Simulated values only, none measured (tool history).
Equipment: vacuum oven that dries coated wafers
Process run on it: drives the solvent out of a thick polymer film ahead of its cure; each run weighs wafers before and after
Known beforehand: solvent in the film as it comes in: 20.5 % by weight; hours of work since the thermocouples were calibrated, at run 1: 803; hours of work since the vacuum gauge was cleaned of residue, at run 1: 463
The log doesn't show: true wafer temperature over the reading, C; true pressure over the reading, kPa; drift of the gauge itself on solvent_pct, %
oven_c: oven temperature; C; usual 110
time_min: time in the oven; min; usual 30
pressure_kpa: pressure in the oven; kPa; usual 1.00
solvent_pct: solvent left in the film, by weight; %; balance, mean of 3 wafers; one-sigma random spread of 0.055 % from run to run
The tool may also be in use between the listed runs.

run	hour	oven_c	time_min	pressure_kpa	hours of work since the thermocouples were calibrated	hours of work since the vacuum gauge was cleaned of residue	solvent_pct
1	0.0	110	30	1.00	803	463	2.28
2	39.9	110	30	1.00	832	491	2.35
3	75.4	110	30	1.00	857	517	2.32
4	107.8	122	30	1.00	880	540	1.10
5	135.5	122	30	1.00	900	560	1.14
6	153.7	122	30	1.00	913	573	1.10
7	185.3	122	30	1.00	936	595	1.20
8	221.5	110	32	1.00	961	621	2.14
9	249.1	110	30	1.00	981	641	2.35
10	272.5	110	30	1.00	998	657	2.35
11	316.8	110	30	1.00	1030	689	2.31
12	340.8	110	30	1.00	1047	706	2.36
13	371.2	110	30	1.00	1068	728	2.25
14	410.2	110	30	1.00	1096	756	2.41
15	443.9	99	30	1.00	1120	780	5.00
# hour 481.9: oven's thermocouples calibrated
16	484.7	110	18	1.00	2	808	4.08
17	506.0	110	30	1.00	17	823	2.36
18	547.2	110	30	1.00	47	852	2.27
19	565.8	110	30	1.00	60	865	2.31
20	608.7	110	30	1.00	91	896	2.27
21	650.7	110	30	1.00	121	926	2.31
22	676.8	112	30	1.00	139	945	2.01
23	710.7	96	30	1.00	163	969	5.96
24	749.1	102	21	3.34	191	996	9.34
25	774.6	102	21	3.34	209	1015	9.46
26	806.2	102	21	3.34	232	1037	9.45
27	833.0	102	50	0.63	251	1056	1.93
28	862.0	102	50	0.63	271	1077	1.80
29	897.9	110	38	1.00	297	1103	1.85
30	920.2	110	38	1.00	313	1119	1.91
31	945.3	110	38	1.00	331	1137	1.86
32	976.6	110	38	1.00	353	1159	1.81
33	1004.3	104	30	0.54	373	1179	2.83
34	1031.4	104	30	0.54	392	1198	2.88
35	1049.7	117	16	0.70	406	1211	2.52
36	1068.4	118	25	1.00	419	1224	1.57
37	1105.2	118	25	1.00	445	1251	1.58
38	1143.5	112	19	1.00	473	1278	3.42
39	1163.8	112	19	1.00	487	1293	3.47
40	1200.9	112	19	1.00	514	1319	3.42
41	1222.7	112	19	1.00	529	1335	3.41
42	1260.9	108	35	1.06	556	1362	2.46
43	1291.0	96	45	2.31	578	1383	6.99
44	1317.4	110	30	2.22	597	1402	4.04
45	1357.6	110	30	2.22	625	1431	4.05
# hour 1385.3: vacuum gauge cleaned of residue and calibrated
46	1387.2	110	30	2.22	645	1	4.14

3 options for the next run, each taken on its own from the tool as it stands now. Forecast them:
A	1406.9	110	30	0.71	660	15	?
B	1406.9	96	30	1.99	660	15	?
C	1406.9	104	18	0.69	660	15	?

run	solvent_pct
A	1.86
B	7.86
C	5.53
Without the tool's unlogged condition, the same runs would have read:
run	solvent_pct
A	1.86
B	7.85
C	5.52
